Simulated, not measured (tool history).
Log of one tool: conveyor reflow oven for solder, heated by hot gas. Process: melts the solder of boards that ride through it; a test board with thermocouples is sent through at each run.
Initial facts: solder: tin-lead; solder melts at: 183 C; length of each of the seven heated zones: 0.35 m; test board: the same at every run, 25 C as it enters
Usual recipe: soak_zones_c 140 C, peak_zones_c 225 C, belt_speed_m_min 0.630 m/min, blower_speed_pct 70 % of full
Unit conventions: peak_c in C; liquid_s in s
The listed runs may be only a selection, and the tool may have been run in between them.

Run 1, hour 0.0: usual settings. Result: peak_c 208.1 C, liquid_s 43.3 s.
Run 2, hour 41.9: usual settings. Result: peak_c 208.1 C, liquid_s 43.1 s.
Run 3, hour 61.8: usual settings. Result: peak_c 208.0 C, liquid_s 43.2 s.
Run 4, hour 97.2: usual settings. Result: peak_c 208.0 C, liquid_s 43.1 s.
Run 5, hour 117.7: usual settings. Result: peak_c 208.1 C, liquid_s 43.0 s.
Run 6, hour 148.7: usual settings but soak_zones_c 129 C. Result: peak_c 205.6 C, liquid_s 37.8 s.
Run 7, hour 174.0: usual settings but soak_zones_c 129 C. Result: peak_c 205.8 C, liquid_s 37.9 s.
Run 8, hour 211.9: usual settings but soak_zones_c 129 C. Result: peak_c 206.1 C, liquid_s 37.9 s.
At hour 237.8: flux residue cleaned out of gas plates and filters.
Run 9, hour 265.2: usual settings but soak_zones_c 129 C. Result: peak_c 205.9 C, liquid_s 37.8 s.
Run 10, hour 310.3: usual settings but soak_zones_c 129 C. Result: peak_c 205.7 C, liquid_s 37.8 s.
Run 11, hour 332.9: usual settings but soak_zones_c 129 C. Result: peak_c 205.5 C, liquid_s 37.5 s.
Run 12, hour 353.0: usual settings but soak_zones_c 129 C. Result: peak_c 205.8 C, liquid_s 37.5 s.
Run 13, hour 378.6: usual settings but soak_zones_c 129 C. Result: peak_c 205.9 C, liquid_s 37.9 s.
At hour 400.4: thermocouples of zones 6 and 7 changed.
Run 14, hour 424.6: usual settings. Result: peak_c 207.7 C, liquid_s 42.9 s.
Run 15, hour 468.9: usual settings. Result: peak_c 208.3 C, liquid_s 43.5 s.
Run 16, hour 498.1: usual settings. Result: peak_c 208.0 C, liquid_s 43.1 s.
Run 17, hour 527.5: usual settings but soak_zones_c 142 C, peak_zones_c 214 C. Result: peak_c 199.5 C, liquid_s 34.7 s.
Run 18, hour 566.8: usual settings but peak_zones_c 217 C, belt_speed_m_min 0.633 m/min. Result: peak_c 201.4 C, liquid_s 36.3 s.
Run 19, hour 600.3: usual settings but soak_zones_c 139 C, peak_zones_c 227 C, belt_speed_m_min 0.523 m/min. Result: peak_c 215.1 C, liquid_s 59.6 s.
Run 20, hour 635.5: usual settings but soak_zones_c 152 C, peak_zones_c 227 C, belt_speed_m_min 0.523 m/min, blower_speed_pct 51 % of full. Result: peak_c 214.0 C, liquid_s 63.9 s.
Run 21, hour 662.0: usual settings but soak_zones_c 130 C, peak_zones_c 221 C, belt_speed_m_min 0.602 m/min, blower_speed_pct 64 % of full. Result: peak_c 203.2 C, liquid_s 36.9 s.
Run 22, hour 691.2: usual settings but soak_zones_c 130 C, peak_zones_c 221 C, belt_speed_m_min 0.602 m/min, blower_speed_pct 64 % of full. Result: peak_c 203.3 C, liquid_s 37.1 s.
Run 23, hour 719.2: usual settings but soak_zones_c 130 C, peak_zones_c 221 C, belt_speed_m_min 0.509 m/min, blower_speed_pct 62 % of full. Result: peak_c 208.0 C, liquid_s 51.1 s.
Run 24, hour 761.0: usual settings but soak_zones_c 133 C, peak_zones_c 229 C. Result: peak_c 210.1 C, liquid_s 42.3 s.
Run 25, hour 808.5: usual settings but soak_zones_c 133 C, peak_zones_c 229 C. Result: peak_c 210.0 C, liquid_s 42.4 s.
Run 26, hour 837.3: usual settings but soak_zones_c 133 C, peak_zones_c 229 C. Result: peak_c 210.0 C, liquid_s 42.7 s.
At hour 849.8: flux residue cleaned out of gas plates and filters.
Run 27, hour 870.9: usual settings but soak_zones_c 133 C, peak_zones_c 229 C. Result: peak_c 210.1 C, liquid_s 42.3 s.
Run 28, hour 901.1: usual settings but soak_zones_c 130 C, peak_zones_c 229 C, belt_speed_m_min 0.641 m/min. Result: peak_c 208.9 C, liquid_s 40.2 s.
Run 29, hour 939.4: usual settings but soak_zones_c 128 C, peak_zones_c 228 C, belt_speed_m_min 0.641 m/min. Result: peak_c 207.4 C, liquid_s 38.2 s.
Run 30, hour 986.4: usual settings but soak_zones_c 128 C, peak_zones_c 228 C, belt_speed_m_min 0.641 m/min. Result: peak_c 207.7 C, liquid_s 38.0 s.
Run 31, hour 1021.1: usual settings but soak_zones_c 145 C, peak_zones_c 228 C, belt_speed_m_min 0.641 m/min. Result: peak_c 211.3 C, liquid_s 46.1 s.
Run 32, hour 1049.9: usual settings but soak_zones_c 137 C, blower_speed_pct 84 % of full. Result: peak_c 209.8 C, liquid_s 44.1 s.

Predict each of these 3 candidate next runs independently; none follows another, all start after run 32:
Run A, hour 1078.8: usual settings but peak_zones_c 216 C, belt_speed_m_min 0.625 m/min, blower_speed_pct 74 % of full. Result: peak_c ?, liquid_s ?.
Run B, hour 1078.8: usual settings but soak_zones_c 128 C, peak_zones_c 233 C. Result: peak_c ?, liquid_s ?.
Run C, hour 1078.8: usual settings but soak_zones_c 134 C, peak_zones_c 238 C. Result: peak_c ?, liquid_s ?.

run  peak_c  liquid_s
  A   201.7      37.0
  B   212.4      43.1
  C   218.1      48.8
The same runs, with their run-to-run variation unchanged, on a tool lacking any hidden condition would have given:
run  peak_c  liquid_s
  A   201.7      37.0
  B   212.4      43.2
  C   218.1      48.8
